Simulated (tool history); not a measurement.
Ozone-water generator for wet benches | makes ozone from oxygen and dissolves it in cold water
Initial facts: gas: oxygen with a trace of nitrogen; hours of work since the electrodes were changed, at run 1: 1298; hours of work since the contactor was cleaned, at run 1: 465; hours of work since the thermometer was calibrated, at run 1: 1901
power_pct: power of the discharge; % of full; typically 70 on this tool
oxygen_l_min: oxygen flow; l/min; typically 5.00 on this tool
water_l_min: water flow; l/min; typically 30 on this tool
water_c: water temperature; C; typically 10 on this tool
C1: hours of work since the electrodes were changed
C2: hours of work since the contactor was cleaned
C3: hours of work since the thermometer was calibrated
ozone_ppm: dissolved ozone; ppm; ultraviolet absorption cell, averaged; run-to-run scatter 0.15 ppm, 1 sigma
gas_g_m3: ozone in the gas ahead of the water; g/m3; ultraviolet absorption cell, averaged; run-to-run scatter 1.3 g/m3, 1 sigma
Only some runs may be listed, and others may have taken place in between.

Run 1, hour 0.0: usual settings; C1 1298; C2 465; C3 1901. Result: ozone_ppm 18.3 ppm, gas_g_m3 231.3 g/m3.
Run 2, hour 147.9: usual settings; C1 1442; C2 610; C3 2045. Result: ozone_ppm 18.0 ppm, gas_g_m3 229.0 g/m3.
Run 3, hour 244.6: usual settings but water_l_min 24 l/min; C1 1537; C2 704; C3 2140. Result: ozone_ppm 22.9 ppm, gas_g_m3 228.0 g/m3.
Run 4, hour 316.5: usual settings but water_l_min 24 l/min; C1 1607; C2 775; C3 2210. Result: ozone_ppm 22.6 ppm, gas_g_m3 229.7 g/m3.
Run 5, hour 399.7: usual settings but water_l_min 24 l/min; C1 1688; C2 856; C3 2291. Result: ozone_ppm 22.9 ppm, gas_g_m3 226.8 g/m3.
Run 6, hour 473.3: usual settings but water_l_min 24 l/min; C1 1760; C2 928; C3 2363. Result: ozone_ppm 22.5 ppm, gas_g_m3 226.4 g/m3.
Run 7, hour 539.5: usual settings but water_l_min 24 l/min; C1 1825; C2 992; C3 2428. Result: ozone_ppm 22.5 ppm, gas_g_m3 226.7 g/m3.
Run 8, hour 615.4: usual settings but water_l_min 24 l/min; C1 1899; C2 1067; C3 2502. Result: ozone_ppm 22.4 ppm, gas_g_m3 224.7 g/m3.
Run 9, hour 742.1: usual settings but water_l_min 24 l/min; C1 2023; C2 1191; C3 2626. Result: ozone_ppm 22.5 ppm, gas_g_m3 226.7 g/m3.
Run 10, hour 891.6: usual settings but power_pct 60 % of full; C1 2169; C2 1337; C3 2772. Result: ozone_ppm 16.0 ppm, gas_g_m3 203.6 g/m3.
Run 11, hour 977.2: usual settings but power_pct 60 % of full; C1 2253; C2 1420; C3 2856. Result: ozone_ppm 15.7 ppm, gas_g_m3 201.4 g/m3.
Run 12, hour 1047.6: usual settings but power_pct 60 % of full; C1 2322; C2 1489; C3 2925. Result: ozone_ppm 15.8 ppm, gas_g_m3 203.5 g/m3.
Run 13, hour 1183.3: usual settings but power_pct 60 % of full; C1 2454; C2 1622; C3 3057. Result: ozone_ppm 15.7 ppm, gas_g_m3 201.6 g/m3.
Run 14, hour 1265.3: usual settings but power_pct 60 % of full; C1 2534; C2 1702; C3 3137. Result: ozone_ppm 15.6 ppm, gas_g_m3 201.8 g/m3.
Run 15, hour 1329.1: usual settings but power_pct 60 % of full, water_c 7 C; C1 2597; C2 1764; C3 3200. Result: ozone_ppm 15.9 ppm, gas_g_m3 201.6 g/m3.
Run 16, hour 1432.3: usual settings but power_pct 52 % of full, oxygen_l_min 5.29 l/min, water_l_min 48 l/min, water_c 7 C; C1 2698; C2 1865; C3 3300. Result: ozone_ppm 8.7 ppm, gas_g_m3 177.5 g/m3.
Run 17, hour 1564.3: usual settings but power_pct 82 % of full, oxygen_l_min 5.29 l/min, water_l_min 41 l/min, water_c 14 C; C1 2827; C2 1994; C3 3429. Result: ozone_ppm 13.1 ppm, gas_g_m3 241.5 g/m3.
At hour 1657.0: contactor cleaned.
Run 18, hour 1660.6: usual settings but power_pct 82 % of full, oxygen_l_min 5.29 l/min, water_l_min 41 l/min, water_c 14 C; C1 2917; C2 4; C3 3520. Result: ozone_ppm 14.0 ppm, gas_g_m3 241.1 g/m3.
Run 19, hour 1773.1: usual settings but power_pct 82 % of full, oxygen_l_min 5.29 l/min, water_l_min 41 l/min, water_c 14 C; C1 3027; C2 114; C3 3630. Result: ozone_ppm 14.0 ppm, gas_g_m3 239.7 g/m3.

Expected results for the next run?
Run 20, hour 1838.5: usual settings but power_pct 82 % of full, oxygen_l_min 7.70 l/min, water_l_min 41 l/min, water_c 8 C; C1 3091; C2 177; C3 3694. Result: ozone_ppm ?, gas_g_m3 ?.

ozone_ppm: 16.3 ppm
gas_g_m3: 205.0 g/m3
Take away the tool's hidden state, keep the run-to-run variation as it was, and the same run would have given ozone_ppm 18.0 ppm, gas_g_m3 222.7 g/m3.
